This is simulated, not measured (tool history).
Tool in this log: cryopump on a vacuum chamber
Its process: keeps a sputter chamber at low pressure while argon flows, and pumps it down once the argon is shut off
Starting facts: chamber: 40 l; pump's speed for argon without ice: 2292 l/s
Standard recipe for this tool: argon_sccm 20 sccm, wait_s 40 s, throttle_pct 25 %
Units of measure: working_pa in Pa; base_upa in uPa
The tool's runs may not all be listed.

run   hour  argon_sccm  wait_s  throttle_pct  working_pa  base_upa
  1      0          20      40            25      0.0599      2.11
  2    9.9          20      40            25      0.0596      2.13
  3   24.7          20      40            25      0.0589       2.2
  4   40.6          20      24            25      0.0594      3.19
  5     50          20      24            25        0.06      3.16
  6   66.7          38      24            25      0.1133      3.23
  7   88.3          12      24            26      0.0343      3.14
  8  105.7          10      40            34      0.0221      2.17
  9  127.9          10      40            34       0.022      2.15
 10  150.4          10      45            32      0.0235      2.01
 11  163.6          27      30            20      0.1012      2.66

Alternative continuations, all from the tool just after run 11; predict every row:
  A  184.4          32      40            37           ?         ?
  B  184.4          20      40            23           ?         ?
  C  184.4          29      40            25           ?         ?
  D  184.4          20      27            35           ?         ?
  E  184.4          20      50            25           ?         ?

run  working_pa  base_upa
  A      0.0653       2.2
  B      0.0651      2.25
  C      0.0866      2.28
  D      0.0433      2.99
  E      0.0599      1.83
Stripped of hidden state, with their random variation kept, the same runs would have yielded:
run  working_pa  base_upa
  A      0.0638       1.6
  B      0.0641      1.65
  C      0.0853      1.67
  D      0.0423      2.37
  E       0.059      1.24

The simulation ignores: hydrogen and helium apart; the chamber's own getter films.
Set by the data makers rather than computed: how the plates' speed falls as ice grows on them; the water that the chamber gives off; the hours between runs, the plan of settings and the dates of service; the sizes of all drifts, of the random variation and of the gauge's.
